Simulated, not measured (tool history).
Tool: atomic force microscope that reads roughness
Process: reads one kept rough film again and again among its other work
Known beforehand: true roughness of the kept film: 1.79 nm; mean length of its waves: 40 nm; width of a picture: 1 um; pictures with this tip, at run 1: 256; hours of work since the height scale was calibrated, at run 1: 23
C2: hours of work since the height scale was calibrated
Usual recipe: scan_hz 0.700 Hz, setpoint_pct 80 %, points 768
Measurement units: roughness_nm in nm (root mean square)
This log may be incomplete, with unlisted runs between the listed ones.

run 1 hour=0.0 | scan_hz=0.700 setpoint_pct=80 points=768 | pictures_with_this_tip=256 C2=23 | roughness_nm=1.539
run 2 hour=10.4 | scan_hz=0.700 setpoint_pct=80 points=768 | pictures_with_this_tip=267 C2=28 | roughness_nm=1.537
run 3 hour=21.8 | scan_hz=0.700 setpoint_pct=80 points=907 | pictures_with_this_tip=278 C2=33 | roughness_nm=1.519
run 4 hour=31.3 | scan_hz=0.700 setpoint_pct=80 points=907 | pictures_with_this_tip=288 C2=37 | roughness_nm=1.525
run 5 hour=43.6 | scan_hz=0.700 setpoint_pct=80 points=907 | pictures_with_this_tip=300 C2=43 | roughness_nm=1.519
-- hour=52.3 new tip fitted
run 6 hour=53.3 | scan_hz=0.700 setpoint_pct=80 points=768 | pictures_with_this_tip=1 C2=47 | roughness_nm=1.655
run 7 hour=68.4 | scan_hz=1.075 setpoint_pct=80 points=768 | pictures_with_this_tip=16 C2=54 | roughness_nm=1.616
run 8 hour=77.1 | scan_hz=0.700 setpoint_pct=80 points=768 | pictures_with_this_tip=25 C2=58 | roughness_nm=1.636
run 9 hour=83.5 | scan_hz=0.700 setpoint_pct=80 points=338 | pictures_with_this_tip=31 C2=61 | roughness_nm=1.627
run 10 hour=94.2 | scan_hz=0.700 setpoint_pct=80 points=338 | pictures_with_this_tip=42 C2=66 | roughness_nm=1.619
run 11 hour=104.0 | scan_hz=0.700 setpoint_pct=80 points=792 | pictures_with_this_tip=52 C2=70 | roughness_nm=1.634
run 12 hour=117.7 | scan_hz=0.700 setpoint_pct=80 points=792 | pictures_with_this_tip=65 C2=76 | roughness_nm=1.614
run 13 hour=127.0 | scan_hz=0.700 setpoint_pct=62 points=792 | pictures_with_this_tip=75 C2=81 | roughness_nm=1.654
run 14 hour=135.4 | scan_hz=0.700 setpoint_pct=62 points=792 | pictures_with_this_tip=83 C2=84 | roughness_nm=1.656
run 15 hour=147.7 | scan_hz=0.979 setpoint_pct=80 points=845 | pictures_with_this_tip=95 C2=90 | roughness_nm=1.574
run 16 hour=156.2 | scan_hz=0.511 setpoint_pct=81 points=644 | pictures_with_this_tip=104 C2=94 | roughness_nm=1.612
run 17 hour=163.8 | scan_hz=0.511 setpoint_pct=81 points=644 | pictures_with_this_tip=111 C2=97 | roughness_nm=1.588
run 18 hour=174.5 | scan_hz=3.908 setpoint_pct=80 points=670 | pictures_with_this_tip=122 C2=102 | roughness_nm=1.330
run 19 hour=186.6 | scan_hz=3.908 setpoint_pct=80 points=670 | pictures_with_this_tip=134 C2=108 | roughness_nm=1.319
run 20 hour=196.6 | scan_hz=2.134 setpoint_pct=80 points=526 | pictures_with_this_tip=144 C2=112 | roughness_nm=1.445
run 21 hour=205.6 | scan_hz=0.700 setpoint_pct=58 points=431 | pictures_with_this_tip=153 C2=116 | roughness_nm=1.628
run 22 hour=218.9 | scan_hz=1.685 setpoint_pct=61 points=768 | pictures_with_this_tip=166 C2=122 | roughness_nm=1.591
run 23 hour=225.7 | scan_hz=0.609 setpoint_pct=81 points=768 | pictures_with_this_tip=173 C2=125 | roughness_nm=1.558
run 24 hour=232.3 | scan_hz=0.609 setpoint_pct=81 points=768 | pictures_with_this_tip=180 C2=128 | roughness_nm=1.575
run 25 hour=241.3 | scan_hz=0.700 setpoint_pct=80 points=310 | pictures_with_this_tip=189 C2=133 | roughness_nm=1.556

Forecast each of these 3 alternatives for the next run:
run A hour=251.0 | scan_hz=0.700 setpoint_pct=80 points=352 | pictures_with_this_tip=199 C2=137 | roughness_nm=?
run B hour=251.0 | scan_hz=1.593 setpoint_pct=77 points=868 | pictures_with_this_tip=199 C2=137 | roughness_nm=?
run C hour=251.0 | scan_hz=0.826 setpoint_pct=80 points=441 | pictures_with_this_tip=199 C2=137 | roughness_nm=?

run=A roughness_nm=1.550
run=B roughness_nm=1.488
run=C roughness_nm=1.549
Without the tool's hidden state the same runs would have given:
run=A roughness_nm=1.653
run=B roughness_nm=1.587
run=C roughness_nm=1.652
